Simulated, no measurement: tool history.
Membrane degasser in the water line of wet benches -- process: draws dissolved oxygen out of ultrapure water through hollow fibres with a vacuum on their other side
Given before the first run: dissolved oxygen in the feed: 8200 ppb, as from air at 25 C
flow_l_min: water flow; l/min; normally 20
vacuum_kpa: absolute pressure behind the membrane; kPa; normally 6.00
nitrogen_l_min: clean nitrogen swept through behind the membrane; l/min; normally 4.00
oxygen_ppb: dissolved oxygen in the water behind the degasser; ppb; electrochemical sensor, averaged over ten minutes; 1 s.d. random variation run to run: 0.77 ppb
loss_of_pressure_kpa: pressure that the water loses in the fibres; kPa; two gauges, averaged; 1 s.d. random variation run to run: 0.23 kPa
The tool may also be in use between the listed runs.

run,day,flow_l_min,vacuum_kpa,nitrogen_l_min,oxygen_ppb,loss_of_pressure_kpa
1,0.000,20,6.00,4.00,70.4,58.36
2,2.546,20,6.00,2.55,88.4,58.17
3,7.808,20,6.00,4.00,69.9,58.55
4,12.388,20,6.00,4.00,70.9,58.12
5,16.483,20,6.00,4.00,70.8,58.74
6,19.425,20,6.00,4.00,71.1,58.54
7,23.496,20,6.00,4.00,72.0,58.30
8,26.529,20,6.00,4.00,70.4,58.39
9,29.917,12,6.00,4.00,26.9,35.00
10,33.979,12,6.00,4.00,27.1,35.26
11,38.104,12,6.00,4.00,26.7,35.18
12,44.325,12,6.00,4.00,27.5,35.27
13,47.846,18,8.52,9.53,51.0,52.83
14,53.138,19,3.83,4.26,38.5,55.33
15,56.454,23,3.83,7.04,60.3,67.88
16,59.258,23,7.34,7.04,87.5,67.77
17,62.029,23,10.33,7.81,105.8,68.05
18,64.662,23,10.33,7.81,107.4,67.42
19,68.912,23,10.33,2.63,201.5,67.73
20,72.321,21,6.00,3.95,77.7,61.91
21,75.238,21,6.00,3.95,78.7,61.61
22,80.221,21,6.00,4.00,78.7,61.98
23,85.450,21,6.00,4.00,78.7,62.11
24,90.371,21,6.00,4.00,79.8,61.76

Pick out some run-to-run changes in loss_of_pressure_kpa. Of each, how much would a tool without hidden state show as well, from the settings, what came in and chance, and how much is left for the hidden state and any gauge scatter not in both results compared?
The tool's hidden condition here consists of: membrane still open, %; true pressure behind the membrane over the reading, kPa; air that leaks in behind the membrane, l/min; drift of the gauge itself on oxygen_ppb, %; drift of the gauge itself on loss_of_pressure_kpa, %.
Run 8 -> 9: flow_l_min 20 -> 12. loss_of_pressure_kpa -23.39 kPa: hidden state -0.07, all else -23.32.
Run 12 -> 13: flow_l_min 12 -> 18, vacuum_kpa 6.00 -> 8.52, nitrogen_l_min 4.00 -> 9.53. loss_of_pressure_kpa +17.56 kPa: hidden state +0.13, all else +17.43.
Run 14 -> 15: flow_l_min 19 -> 23, nitrogen_l_min 4.26 -> 7.04. loss_of_pressure_kpa +12.55 kPa: hidden state +0.12, all else +12.43.

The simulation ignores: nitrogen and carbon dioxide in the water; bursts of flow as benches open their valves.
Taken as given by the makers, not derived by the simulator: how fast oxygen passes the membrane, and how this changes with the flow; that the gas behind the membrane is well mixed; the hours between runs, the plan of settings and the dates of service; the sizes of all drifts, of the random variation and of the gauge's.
